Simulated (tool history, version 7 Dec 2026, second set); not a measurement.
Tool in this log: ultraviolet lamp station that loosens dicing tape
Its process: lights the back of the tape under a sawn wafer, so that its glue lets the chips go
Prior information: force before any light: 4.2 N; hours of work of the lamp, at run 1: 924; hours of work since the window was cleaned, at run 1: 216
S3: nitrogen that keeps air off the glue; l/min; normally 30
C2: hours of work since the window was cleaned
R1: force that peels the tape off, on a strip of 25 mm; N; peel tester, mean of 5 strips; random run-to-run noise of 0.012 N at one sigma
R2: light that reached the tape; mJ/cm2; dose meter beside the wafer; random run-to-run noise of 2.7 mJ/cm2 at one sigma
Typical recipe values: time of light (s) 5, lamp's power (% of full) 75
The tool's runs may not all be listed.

run 1 hour=0 | time_of_light_(s)=5 lamp's_power_(%_of_full)=75 S3=30 | hours_of_work_of_the_lamp=924 C2=216 | R1=0.942 R2=254
run 2 hour=37.6 | time_of_light_(s)=5 lamp's_power_(%_of_full)=75 S3=30 | hours_of_work_of_the_lamp=951 C2=243 | R1=0.973 R2=247
-- hour=40.2 window cleaned of glue's vapour
run 3 hour=60.8 | time_of_light_(s)=5 lamp's_power_(%_of_full)=75 S3=30 | hours_of_work_of_the_lamp=968 C2=15 | R1=0.768 R2=292
run 4 hour=97 | time_of_light_(s)=5 lamp's_power_(%_of_full)=75 S3=30 | hours_of_work_of_the_lamp=994 C2=41 | R1=0.801 R2=291
run 5 hour=135.3 | time_of_light_(s)=5 lamp's_power_(%_of_full)=75 S3=30 | hours_of_work_of_the_lamp=1022 C2=69 | R1=0.835 R2=285
run 6 hour=161 | time_of_light_(s)=5 lamp's_power_(%_of_full)=75 S3=30 | hours_of_work_of_the_lamp=1040 C2=87 | R1=0.829 R2=277
run 7 hour=184.2 | time_of_light_(s)=5 lamp's_power_(%_of_full)=75 S3=30 | hours_of_work_of_the_lamp=1057 C2=104 | R1=0.853 R2=269
run 8 hour=210.6 | time_of_light_(s)=5 lamp's_power_(%_of_full)=75 S3=30 | hours_of_work_of_the_lamp=1076 C2=123 | R1=0.878 R2=262
run 9 hour=246.4 | time_of_light_(s)=5 lamp's_power_(%_of_full)=75 S3=30 | hours_of_work_of_the_lamp=1102 C2=149 | R1=0.868 R2=258
run 10 hour=267.8 | time_of_light_(s)=5 lamp's_power_(%_of_full)=98 S3=35 | hours_of_work_of_the_lamp=1117 C2=165 | R1=0.547 R2=332
run 11 hour=296.5 | time_of_light_(s)=5 lamp's_power_(%_of_full)=98 S3=35 | hours_of_work_of_the_lamp=1138 C2=185 | R1=0.601 R2=325
run 12 hour=336.6 | time_of_light_(s)=5 lamp's_power_(%_of_full)=67 S3=21 | hours_of_work_of_the_lamp=1167 C2=215 | R1=1.401 R2=221
run 13 hour=355.7 | time_of_light_(s)=3 lamp's_power_(%_of_full)=67 S3=10 | hours_of_work_of_the_lamp=1181 C2=228 | R1=2.801 R2=128
-- hour=379.5 window cleaned of glue's vapour
run 14 hour=389.5 | time_of_light_(s)=3 lamp's_power_(%_of_full)=76 S3=30 | hours_of_work_of_the_lamp=1205 C2=7 | R1=1.503 R2=166
run 15 hour=424.5 | time_of_light_(s)=9 lamp's_power_(%_of_full)=76 S3=39 | hours_of_work_of_the_lamp=1231 C2=33 | R1=0.255 R2=500

Predict the results of run 16:
run 16 hour=443.4 | time_of_light_(s)=9 lamp's_power_(%_of_full)=76 S3=47 | hours_of_work_of_the_lamp=1244 C2=46 | R1=? R2=?

For run 16 the tool returned R1 0.228 N, R2 492 mJ/cm2.
If the tool had no hidden condition, the same run with the same run-to-run variation would have returned R1 0.158 N, R2 658 mJ/cm2.

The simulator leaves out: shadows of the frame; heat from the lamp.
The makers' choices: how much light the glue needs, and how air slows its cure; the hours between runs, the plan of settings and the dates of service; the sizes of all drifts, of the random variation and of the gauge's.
